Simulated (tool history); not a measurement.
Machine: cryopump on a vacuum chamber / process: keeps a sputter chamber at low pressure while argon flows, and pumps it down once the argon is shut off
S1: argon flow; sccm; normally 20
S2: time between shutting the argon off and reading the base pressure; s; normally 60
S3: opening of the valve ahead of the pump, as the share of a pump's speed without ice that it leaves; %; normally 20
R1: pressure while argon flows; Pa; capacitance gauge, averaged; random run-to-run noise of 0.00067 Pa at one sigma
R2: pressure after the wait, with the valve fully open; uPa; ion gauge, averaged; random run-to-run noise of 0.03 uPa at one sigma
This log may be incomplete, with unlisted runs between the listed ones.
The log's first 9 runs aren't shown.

Run 10, hour 131.2: usual settings. Result: R1 0.1158 Pa, R2 2.57 uPa.
Run 11, hour 145.4: usual settings. Result: R1 0.1138 Pa, R2 2.66 uPa.
Run 12, hour 164.7: usual settings but S3 35 %. Result: R1 0.0673 Pa, R2 2.61 uPa.
Run 13, hour 183.3: usual settings but S1 10 sccm. Result: R1 0.0565 Pa, R2 2.65 uPa.
Run 14, hour 202.1: usual settings. Result: R1 0.1147 Pa, R2 2.66 uPa.
Run 15, hour 218.7: usual settings. Result: R1 0.1154 Pa, R2 2.7 uPa.
Run 16, hour 240.7: usual settings but S1 11 sccm. Result: R1 0.0636 Pa, R2 2.71 uPa.
Run 17, hour 262.4: usual settings but S1 11 sccm. Result: R1 0.0633 Pa, R2 2.73 uPa.
Run 18, hour 286.8: usual settings but S1 11 sccm, S2 135 s. Result: R1 0.0641 Pa, R2 2.02 uPa.
Run 19, hour 298.4: usual settings but S1 40 sccm, S2 167 s. Result: R1 0.2287 Pa, R2 1.91 uPa.
Run 20, hour 314.3: usual settings but S1 40 sccm, S2 203 s, S3 18 %. Result: R1 0.2556 Pa, R2 1.86 uPa.
Run 21, hour 338.8: usual settings but S1 40 sccm, S2 203 s, S3 18 %. Result: R1 0.2583 Pa, R2 1.84 uPa.
Run 22, hour 363.6: usual settings but S1 40 sccm, S2 203 s, S3 18 %. Result: R1 0.2581 Pa, R2 1.94 uPa.
Run 23, hour 380: usual settings but S1 40 sccm, S2 203 s, S3 18 %. Result: R1 0.2591 Pa, R2 1.88 uPa.
Run 24, hour 404.6: usual settings but S1 19 sccm, S2 35 s, S3 22 %. Result: R1 0.1004 Pa, R2 3.77 uPa.
Run 25, hour 430.7: usual settings but S1 14 sccm, S2 146 s, S3 47 %. Result: R1 0.0364 Pa, R2 2.12 uPa.
Run 26, hour 444.4: usual settings but S1 14 sccm, S2 146 s, S3 47 %. Result: R1 0.0362 Pa, R2 2.07 uPa.
Run 27, hour 466.1: usual settings but S1 14 sccm, S2 146 s, S3 47 %. Result: R1 0.0367 Pa, R2 2.17 uPa.
Run 28, hour 484.1: usual settings but S1 14 sccm, S2 25 s. Result: R1 0.0825 Pa, R2 4.69 uPa.
Run 29, hour 509.4: usual settings but S1 14 sccm, S2 25 s. Result: R1 0.0825 Pa, R2 4.78 uPa.
Run 30, hour 535.4: usual settings but S1 38 sccm, S2 25 s, S3 29 %. Result: R1 0.1568 Pa, R2 4.88 uPa.
Run 31, hour 551.2: usual settings but S1 15 sccm. Result: R1 0.0887 Pa, R2 2.98 uPa.
Run 32, hour 572.8: usual settings but S1 15 sccm, S2 89 s. Result: R1 0.0886 Pa, R2 2.66 uPa.
Run 33, hour 591.1: usual settings but S1 15 sccm, S2 89 s. Result: R1 0.0892 Pa, R2 2.65 uPa.

Consider 4 possible next runs. They are alternatives, not a sequence: every one starts from the tool as it was left by run 33. What does each give?
Run A, hour 614.2: usual settings but S1 19 sccm, S2 49 s, S3 22 %. Result: R1 ?, R2 ?.
Run B, hour 614.2: usual settings but S1 23 sccm, S2 57 s. Result: R1 ?, R2 ?.
Run C, hour 614.2: usual settings but S1 15 sccm, S2 174 s. Result: R1 ?, R2 ?.
Run D, hour 614.2: usual settings but S1 18 sccm, S2 89 s, S3 45 %. Result: R1 ?, R2 ?.

run      R1    R2
  A  0.1001  3.45
  B  0.1364  3.13
  C  0.0879  2.24
  D  0.0498   2.7
With the hidden condition removed and each run's random variation left untouched, the same runs would have given:
run      R1    R2
  A  0.0955  1.83
  B  0.1307  1.55
  C  0.0843  0.64
  D  0.0453   1.1
